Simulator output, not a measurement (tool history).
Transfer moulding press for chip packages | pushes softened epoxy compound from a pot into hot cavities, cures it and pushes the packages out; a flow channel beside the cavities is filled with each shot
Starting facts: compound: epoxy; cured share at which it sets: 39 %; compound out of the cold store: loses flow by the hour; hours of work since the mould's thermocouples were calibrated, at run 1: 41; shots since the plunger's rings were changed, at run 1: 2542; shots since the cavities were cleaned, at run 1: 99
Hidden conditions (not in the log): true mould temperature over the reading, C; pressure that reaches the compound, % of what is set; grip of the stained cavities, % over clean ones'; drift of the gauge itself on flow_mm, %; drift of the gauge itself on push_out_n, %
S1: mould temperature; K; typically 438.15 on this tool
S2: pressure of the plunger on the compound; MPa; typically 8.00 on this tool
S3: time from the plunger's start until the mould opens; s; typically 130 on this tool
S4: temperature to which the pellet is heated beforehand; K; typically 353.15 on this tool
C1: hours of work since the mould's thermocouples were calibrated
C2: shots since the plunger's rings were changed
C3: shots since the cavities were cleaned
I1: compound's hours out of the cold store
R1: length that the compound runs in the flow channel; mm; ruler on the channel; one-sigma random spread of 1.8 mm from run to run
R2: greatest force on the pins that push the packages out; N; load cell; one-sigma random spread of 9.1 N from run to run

Run 1, hour 0.0: usual settings; C1 41; C2 2542; C3 99; I1 42.4. Result: R1 544 mm, R2 406 N.
Run 2, hour 14.0: usual settings; C1 52; C2 2703; C3 260; I1 19.3. Result: R1 597 mm, R2 416 N.
Run 3, hour 29.9: usual settings; C1 65; C2 2885; C3 442; I1 47.2. Result: R1 535 mm, R2 420 N.
Run 4, hour 46.0: usual settings; C1 78; C2 3071; C3 628; I1 32.8. Result: R1 563 mm, R2 414 N.
Run 5, hour 60.3: usual settings; C1 89; C2 3236; C3 793; I1 41.2. Result: R1 546 mm, R2 408 N.
At hour 69.9: cavities cleaned with cleaning compound and waxed.
Run 6, hour 73.2: usual settings but S1 436.15 K; C1 98; C2 3367; C3 39; I1 22.9. Result: R1 591 mm, R2 475 N.
Run 7, hour 90.4: usual settings; C1 112; C2 3565; C3 237; I1 27.4. Result: R1 577 mm, R2 410 N.
Run 8, hour 106.8: usual settings; C1 125; C2 3753; C3 425; I1 30.3. Result: R1 569 mm, R2 447 N.
Run 9, hour 122.3: usual settings; C1 137; C2 3931; C3 603; I1 23.7. Result: R1 584 mm, R2 412 N.
Run 10, hour 139.6: usual settings; C1 151; C2 4130; C3 802; I1 19.7. Result: R1 591 mm, R2 406 N.
At hour 147.9: cavities cleaned with cleaning compound and waxed.
Run 11, hour 157.1: usual settings; C1 163; C2 4313; C3 104; I1 28.8. Result: R1 574 mm, R2 422 N.
Run 12, hour 171.2: usual settings; C1 174; C2 4476; C3 267; I1 34.2. Result: R1 561 mm, R2 451 N.
Run 13, hour 187.2: usual settings; C1 187; C2 4659; C3 450; I1 29.7. Result: R1 566 mm, R2 423 N.
Run 14, hour 199.3: usual settings; C1 197; C2 4799; C3 590; I1 26.6. Result: R1 575 mm, R2 431 N.
Run 15, hour 216.6: usual settings but S1 432.15 K, S3 136 s, S4 359.15 K; C1 210; C2 4998; C3 789; I1 40.5. Result: R1 565 mm, R2 518 N.
At hour 226.5: cavities cleaned with cleaning compound and waxed.
Run 16, hour 232.6: usual settings but S1 439.15 K, S2 6.66 MPa, S3 160 s, S4 354.15 K; C1 222; C2 5165; C3 71; I1 36.7. Result: R1 504 mm, R2 368 N.
Run 17, hour 243.0: usual settings but S2 7.44 MPa; C1 230; C2 5284; C3 190; I1 38.7. Result: R1 530 mm, R2 436 N.
At hour 258.2: plunger's sealing rings changed.
Run 18, hour 263.2: usual settings but S1 435.15 K, S2 6.06 MPa, S3 118 s; C1 244; C2 57; C3 393; I1 28.8. Result: R1 507 mm, R2 554 N.
Run 19, hour 271.7: usual settings but S1 437.15 K, S2 7.88 MPa, S3 162 s, S4 361.15 K; C1 251; C2 155; C3 491; I1 35.7. Result: R1 556 mm, R2 381 N.
Run 20, hour 289.1: usual settings but S1 437.15 K, S2 9.01 MPa, S3 126 s, S4 361.15 K; C1 264; C2 355; C3 691; I1 30.0. Result: R1 604 mm, R2 455 N.
Run 21, hour 301.4: usual settings but S1 437.15 K, S2 9.01 MPa, S3 126 s, S4 361.15 K; C1 274; C2 496; C3 832; I1 26.5. Result: R1 617 mm, R2 460 N.
At hour 307.3: cavities cleaned with cleaning compound and waxed.
Run 22, hour 310.4: usual settings but S1 441.15 K, S3 166 s, S4 357.15 K; C1 280; C2 583; C3 36; I1 34.8. Result: R1 549 mm, R2 359 N.
Run 23, hour 321.1: usual settings but S1 441.15 K, S3 166 s, S4 357.15 K; C1 289; C2 706; C3 159; I1 26.2. Result: R1 564 mm, R2 363 N.
Run 24, hour 331.3: usual settings but S1 441.15 K, S3 166 s, S4 357.15 K; C1 297; C2 823; C3 276; I1 13.2. Result: R1 598 mm, R2 359 N.
Run 25, hour 347.7: usual settings but S1 431.15 K, S3 166 s, S4 357.15 K; C1 310; C2 1011; C3 464; I1 30.6. Result: R1 591 mm, R2 441 N.
Run 26, hour 358.8: usual settings but S1 431.15 K, S3 166 s, S4 357.15 K; C1 318; C2 1139; C3 592; I1 13.2. Result: R1 633 mm, R2 414 N.
Run 27, hour 375.5: usual settings but S1 431.15 K, S2 6.70 MPa, S3 137 s, S4 357.15 K; C1 332; C2 1332; C3 785; I1 10.8. Result: R1 582 mm, R2 603 N.
At hour 385.2: cavities cleaned with cleaning compound and waxed.
Run 28, hour 392.6: usual settings but S2 6.70 MPa, S3 137 s, S4 358.15 K; C1 344; C2 1510; C3 85; I1 9.1. Result: R1 568 mm, R2 410 N.

Branching from run 28: 4 alternative next runs. What would each branch give?
Run A, hour 411.2: usual settings but S2 8.70 MPa, S3 147 s, S4 358.15 K; C1 359; C2 1724; C3 299; I1 35.8. Result: R1 ?, R2 ?.
Run B, hour 411.2: usual settings but S1 435.15 K, S2 7.35 MPa, S3 127 s; C1 359; C2 1724; C3 299; I1 21.8. Result: R1 ?, R2 ?.
Run C, hour 411.2: usual settings but S1 443.15 K, S2 8.11 MPa, S3 165 s, S4 358.15 K; C1 359; C2 1724; C3 299; I1 20.1. Result: R1 ?, R2 ?.
Run D, hour 411.2: usual settings but S2 9.15 MPa, S3 116 s; C1 359; C2 1724; C3 299; I1 23.8. Result: R1 ?, R2 ?.

run   R1   R2
  A  584  364
  B  571  500
  C  582  366
  D  624  481
Without the tool's hidden state the same runs would have given:
run   R1   R2
  A  584  362
  B  572  497
  C  582  365
  D  624  479
